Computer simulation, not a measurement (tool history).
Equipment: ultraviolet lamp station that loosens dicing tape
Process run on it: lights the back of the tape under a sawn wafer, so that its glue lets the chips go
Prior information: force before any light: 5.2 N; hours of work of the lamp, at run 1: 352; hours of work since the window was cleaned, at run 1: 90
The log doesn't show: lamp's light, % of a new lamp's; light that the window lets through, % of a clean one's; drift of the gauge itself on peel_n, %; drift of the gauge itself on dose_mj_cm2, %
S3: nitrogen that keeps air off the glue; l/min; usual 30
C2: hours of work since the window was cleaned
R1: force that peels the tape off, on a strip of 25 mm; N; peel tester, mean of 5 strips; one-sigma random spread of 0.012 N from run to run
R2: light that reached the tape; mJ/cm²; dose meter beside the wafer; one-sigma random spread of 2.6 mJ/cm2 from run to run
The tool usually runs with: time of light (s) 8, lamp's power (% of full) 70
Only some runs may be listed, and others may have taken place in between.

Run 1, day 0: usual settings; hours of work of the lamp 352; C2 90. Result: R1 0.769 N, R2 266 mJ/cm².
Run 2, day 0.904: usual settings; hours of work of the lamp 363; C2 101. Result: R1 0.793 N, R2 261 mJ/cm².
Run 3, day 1.471: usual settings but S3 12 l/min; hours of work of the lamp 370; C2 108. Result: R1 1.44 N, R2 263 mJ/cm².
Run 4, day 2.725: usual settings but S3 12 l/min; hours of work of the lamp 385; C2 123. Result: R1 1.432 N, R2 255 mJ/cm².
Run 5, day 3.733: usual settings but S3 12 l/min; hours of work of the lamp 398; C2 136. Result: R1 1.474 N, R2 257 mJ/cm².
Run 6, day 4.742: usual settings but S3 12 l/min; hours of work of the lamp 410; C2 148. Result: R1 1.436 N, R2 253 mJ/cm².
Run 7, day 6.012: usual settings; hours of work of the lamp 425; C2 164. Result: R1 0.841 N, R2 252 mJ/cm².
Run 8, day 6.971: usual settings; hours of work of the lamp 437; C2 176. Result: R1 0.83 N, R2 248 mJ/cm².
Run 9, day 7.692: usual settings; hours of work of the lamp 446; C2 184. Result: R1 0.88 N, R2 246 mJ/cm².
Run 10, day 8.542: usual settings but S3 56 l/min; hours of work of the lamp 456; C2 195. Result: R1 0.605 N, R2 248 mJ/cm².
Run 11, day 9.742: usual settings; hours of work of the lamp 471; C2 210. Result: R1 0.917 N, R2 238 mJ/cm².
Run 12, day 10.683: usual settings; hours of work of the lamp 483; C2 221. Result: R1 0.929 N, R2 239 mJ/cm².
Run 13, day 11.233: usual settings; hours of work of the lamp 489; C2 228. Result: R1 0.926 N, R2 238 mJ/cm².
Run 14, day 12.567: usual settings but S3 31 l/min; hours of work of the lamp 506; C2 244. Result: R1 0.914 N, R2 236 mJ/cm².
Run 15, day 13.362: usual settings but S3 25 l/min; hours of work of the lamp 516; C2 254. Result: R1 1.066 N, R2 232 mJ/cm².
At day 13.467: window cleaned of glue's vapour.
Run 16, day 14.117: usual settings but time of light (s) 4; hours of work of the lamp 525; C2 8. Result: R1 2.199 N, R2 119 mJ/cm².
Run 17, day 14.983: usual settings but time of light (s) 4, S3 34 l/min; hours of work of the lamp 535; C2 19. Result: R1 2.171 N, R2 111 mJ/cm².
Run 18, day 16: usual settings but time of light (s) 4, S3 34 l/min; hours of work of the lamp 548; C2 31. Result: R1 2.151 N, R2 110 mJ/cm².
At day 16.567: window cleaned of glue's vapour, once more.
Run 19, day 16.592: usual settings but time of light (s) 4, S3 34 l/min; hours of work of the lamp 555; C2 0. Result: R1 2.033 N, R2 118 mJ/cm².
Run 20, day 17.883: usual settings; hours of work of the lamp 571; C2 16. Result: R1 0.935 N, R2 232 mJ/cm².
Run 21, day 19.025: usual settings but time of light (s) 7; hours of work of the lamp 585; C2 30. Result: R1 1.173 N, R2 200 mJ/cm².
Run 22, day 19.571: usual settings but time of light (s) 7, lamp's power (% of full) 93; hours of work of the lamp 591; C2 37. Result: R1 0.764 N, R2 271 mJ/cm².
Run 23, day 20.154: usual settings but time of light (s) 14, lamp's power (% of full) 63, S3 28 l/min; hours of work of the lamp 598; C2 44. Result: R1 0.469 N, R2 365 mJ/cm².
Run 24, day 21.325: usual settings but time of light (s) 9, lamp's power (% of full) 66, S3 37 l/min; hours of work of the lamp 613; C2 58. Result: R1 0.821 N, R2 239 mJ/cm².
Run 25, day 22.654: usual settings but time of light (s) 6, lamp's power (% of full) 82, S3 21 l/min; hours of work of the lamp 629; C2 75. Result: R1 1.46 N, R2 196 mJ/cm².
Run 26, day 23.65: usual settings but time of light (s) 5, lamp's power (% of full) 90, S3 10 l/min; hours of work of the lamp 641; C2 87. Result: R1 2.269 N, R2 178 mJ/cm².
Run 27, day 24.225: usual settings but lamp's power (% of full) 74, S3 26 l/min; hours of work of the lamp 648; C2 94. Result: R1 1.065 N, R2 234 mJ/cm².
Run 28, day 25.521: usual settings but lamp's power (% of full) 69, S3 14 l/min; hours of work of the lamp 664; C2 110. Result: R1 1.68 N, R2 215 mJ/cm².
Run 29, day 26.808: usual settings but lamp's power (% of full) 69, S3 19 l/min; hours of work of the lamp 680; C2 126. Result: R1 1.451 N, R2 210 mJ/cm².
Run 30, day 27.929: usual settings but time of light (s) 7, lamp's power (% of full) 88, S3 17 l/min; hours of work of the lamp 694; C2 139. Result: R1 1.351 N, R2 230 mJ/cm².
Run 31, day 28.812: usual settings but time of light (s) 7, lamp's power (% of full) 88, S3 17 l/min; hours of work of the lamp 705; C2 150. Result: R1 1.419 N, R2 229 mJ/cm².
Run 32, day 30.075: usual settings but S3 20 l/min; hours of work of the lamp 720; C2 166. Result: R1 1.459 N, R2 206 mJ/cm².
Run 33, day 30.888: usual settings but time of light (s) 13, S3 35 l/min; hours of work of the lamp 730; C2 176. Result: R1 0.463 N, R2 332 mJ/cm².
Run 34, day 31.496: usual settings but time of light (s) 12, lamp's power (% of full) 67; hours of work of the lamp 738; C2 183. Result: R1 0.649 N, R2 292 mJ/cm².
Run 35, day 32.246: usual settings but time of light (s) 12, lamp's power (% of full) 67; hours of work of the lamp 747; C2 192. Result: R1 0.681 N, R2 292 mJ/cm².
Run 36, day 33.25: usual settings but time of light (s) 4, lamp's power (% of full) 67; hours of work of the lamp 759; C2 205. Result: R1 2.53 N, R2 94 mJ/cm².
Run 37, day 34.25: usual settings but time of light (s) 4, lamp's power (% of full) 68; hours of work of the lamp 771; C2 217. Result: R1 2.572 N, R2 96 mJ/cm².
At day 34.888: lamp changed.
Run 38, day 35.129: usual settings but lamp's power (% of full) 89, S3 10 l/min; hours of work of the lamp 3; C2 227. Result: R1 0.88 N, R2 394 mJ/cm².
Run 39, day 35.775: usual settings but lamp's power (% of full) 89, S3 13 l/min; hours of work of the lamp 11; C2 235. Result: R1 0.725 N, R2 387 mJ/cm².
Run 40, day 36.738: usual settings but time of light (s) 7, S3 44 l/min; hours of work of the lamp 23; C2 247. Result: R1 0.58 N, R2 264 mJ/cm².
Run 41, day 38.025: usual settings but time of light (s) 15, lamp's power (% of full) 97, S3 44 l/min; hours of work of the lamp 39; C2 263. Result: R1 0.14 N, R2 783 mJ/cm².
Run 42, day 39.067: usual settings but time of light (s) 11, lamp's power (% of full) 79; hours of work of the lamp 51; C2 275. Result: R1 0.274 N, R2 462 mJ/cm².

A few steps of R1 between consecutive runs. Split each: what settings, incoming material and random variation would produce without the hidden state, and what is left over for the hidden state, along with gauge scatter present in only one of the two compared results (measured, and without hidden state):
Run 26 -> 27: time of light (s) 5 -> 8, lamp's power (% of full) 90 -> 74, S3 10 -> 26. R1 -1.204 N: hidden state -0.187, all else -1.017.
Run 32 -> 33: time of light (s) 8 -> 13, S3 20 -> 35. R1 -0.996 N: hidden state -0.454, all else -0.542.
Run 35 -> 36: time of light (s) 12 -> 4. R1 +1.849 N: hidden state +0.491, all else +1.358.
Run 37 -> 38: time of light (s) 4 -> 8, lamp's power (% of full) 68 -> 89, S3 30 -> 10, lamp changed. R1 -1.692 N: hidden state -0.856, all else -0.836.
